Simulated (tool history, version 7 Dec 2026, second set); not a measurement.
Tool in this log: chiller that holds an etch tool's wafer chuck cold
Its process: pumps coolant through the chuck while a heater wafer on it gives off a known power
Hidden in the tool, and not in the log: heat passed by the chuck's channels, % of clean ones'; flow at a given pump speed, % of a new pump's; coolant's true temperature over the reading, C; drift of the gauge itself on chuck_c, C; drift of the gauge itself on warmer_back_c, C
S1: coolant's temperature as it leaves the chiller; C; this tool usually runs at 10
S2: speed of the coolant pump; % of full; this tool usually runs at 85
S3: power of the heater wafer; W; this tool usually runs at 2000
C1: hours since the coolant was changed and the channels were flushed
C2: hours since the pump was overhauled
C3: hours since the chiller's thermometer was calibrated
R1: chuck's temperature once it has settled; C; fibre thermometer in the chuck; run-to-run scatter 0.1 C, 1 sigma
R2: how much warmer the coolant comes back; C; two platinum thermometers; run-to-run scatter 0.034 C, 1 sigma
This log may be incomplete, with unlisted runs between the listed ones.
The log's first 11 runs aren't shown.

run 12 hour=488.8 | S1=10 S2=61 S3=2000 | C1=2232 C2=2722 C3=4615 | R1=27.5 R2=7.50
run 13 hour=528.0 | S1=10 S2=72 S3=2000 | C1=2271 C2=2761 C3=4654 | R1=25.3 R2=6.33
run 14 hour=572.1 | S1=19 S2=72 S3=2000 | C1=2315 C2=2805 C3=4698 | R1=34.1 R2=6.30
-- hour=598.6 chiller's thermometer calibrated
run 15 hour=603.7 | S1=19 S2=72 S3=2000 | C1=2346 C2=2836 C3=5 | R1=35.3 R2=6.33
run 16 hour=630.5 | S1=10 S2=85 S3=2492 | C1=2373 C2=2863 C3=32 | R1=27.7 R2=6.64
run 17 hour=671.2 | S1=10 S2=99 S3=2000 | C1=2414 C2=2904 C3=73 | R1=22.4 R2=4.51
run 18 hour=719.5 | S1=10 S2=84 S3=2000 | C1=2462 C2=2952 C3=121 | R1=24.3 R2=5.41
run 19 hour=775.7 | S1=10 S2=85 S3=1380 | C1=2518 C2=3008 C3=177 | R1=19.7 R2=3.70
run 20 hour=808.3 | S1=1 S2=78 S3=1750 | C1=2551 C2=3041 C3=210 | R1=14.2 R2=5.05
run 21 hour=850.2 | S1=19 S2=64 S3=1517 | C1=2593 C2=3083 C3=252 | R1=32.8 R2=5.50
run 22 hour=887.8 | S1=10 S2=61 S3=2008 | C1=2630 C2=3120 C3=289 | R1=28.8 R2=7.69
run 23 hour=942.1 | S1=10 S2=61 S3=2008 | C1=2684 C2=3175 C3=344 | R1=28.8 R2=7.65
run 24 hour=994.7 | S1=2 S2=85 S3=2000 | C1=2737 C2=3227 C3=396 | R1=16.3 R2=5.36
run 25 hour=1031.8 | S1=2 S2=85 S3=2000 | C1=2774 C2=3264 C3=433 | R1=16.1 R2=5.32

Run 26, settings as shown, results not yet in. Your forecast:
run 26 hour=1062.2 | S1=2 S2=85 S3=2000 | C1=2805 C2=3295 C3=464 | R1=? R2=?

{"run 26": {"R1": 16.4, "R2": 5.37}}
Minus the tool's unlogged condition, the same run would have read R1 15.0 C, R2 5.02 C.
